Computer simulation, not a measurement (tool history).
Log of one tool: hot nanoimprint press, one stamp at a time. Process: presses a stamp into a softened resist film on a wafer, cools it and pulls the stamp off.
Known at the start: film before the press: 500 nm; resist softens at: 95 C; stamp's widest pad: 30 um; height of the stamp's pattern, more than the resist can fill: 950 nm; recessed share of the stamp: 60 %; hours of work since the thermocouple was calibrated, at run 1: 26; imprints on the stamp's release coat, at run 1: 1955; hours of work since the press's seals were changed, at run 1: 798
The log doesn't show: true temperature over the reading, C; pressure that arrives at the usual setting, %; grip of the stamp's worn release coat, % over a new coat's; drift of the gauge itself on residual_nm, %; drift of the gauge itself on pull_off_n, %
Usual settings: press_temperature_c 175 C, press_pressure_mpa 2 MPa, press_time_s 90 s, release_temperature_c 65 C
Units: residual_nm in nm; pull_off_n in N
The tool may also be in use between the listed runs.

run	hour	press_temperature_c	press_pressure_mpa	press_time_s	release_temperature_c	hours of work since the thermocouple was calibrated	imprints on the stamp's release coat	hours of work since the press's seals were changed	residual_nm	pull_off_n
1	0	175	2	90	65	26	1955	798	275.6	122
2	18.4	165	2	90	65	39	2048	811	335.4	120
3	34.8	165	2	90	65	51	2131	823	335.5	121
# hour 57.2: stamp cleaned and given a new release coat
4	57.2	165	2	90	65	64	0	835	334.5	117
5	73.5	165	2	90	65	76	82	847	334.5	122
6	94.7	165	2	90	65	91	189	863	335.8	120
7	108.9	165	2	90	65	102	262	874	334.8	119
8	133.7	165	2	90	65	120	387	892	334.8	121
9	146.2	175	2	90	65	129	451	901	273.4	119
10	167.6	175	2	90	65	145	559	917	275.4	119
11	186.7	175	2	90	65	159	656	931	275.7	116
12	201.3	175	2	90	65	170	730	942	275.7	122
13	222.8	175	2	90	65	186	839	958	275.5	123
14	239.9	175	2	90	65	198	926	970	276	118
15	255.3	175	2	90	65	210	1004	982	275.8	122
16	276.6	177	2	149	65	225	1112	997	223.9	113
17	304.9	175	2.34	57	65	246	1255	1018	293	120
18	333	175	2.34	57	65	267	1398	1039	293.9	119
19	346.2	175	2.34	57	65	277	1465	1049	293.7	115
20	372.5	175	1.26	153	60	296	1598	1068	292.1	139
21	392.8	185	2	141	64	311	1701	1083	193.9	123
22	416.1	166	2	90	61	328	1819	1100	326.9	133
23	441.7	175	2.78	90	65	347	1949	1119	233.7	120
24	464.1	175	1.73	57	70	364	2063	1135	333.5	105
25	486.3	175	1.73	57	70	380	2175	1152	333.1	105
# hour 500.7: stamp cleaned and given a new release coat
26	507.9	175	1.73	57	70	392	36	1163	333.6	97
# hour 520.5: press's hydraulic seals changed and the load cell set to zero
27	531.8	169	2	90	65	403	117	8	310.2	116
28	546.4	177	1.28	90	53	414	191	19	323.1	163
29	574.3	175	2	172	65	435	332	40	223.2	115

Forecast each of these 4 alternatives for the next run:
A	594.6	175	2	96	60	450	435	55	?	?
B	594.6	182	2.43	93	65	450	435	55	?	?
C	594.6	174	2	172	65	450	435	55	?	?
D	594.6	185	2	83	64	450	435	55	?	?

run	residual_nm	pull_off_n
A	269.5	138
B	214.5	123
C	228.3	118
D	232.1	121
Without the tool's hidden state the same runs would have given:
run	residual_nm	pull_off_n
A	269.4	137
B	214.4	123
C	228.1	118
D	232	120
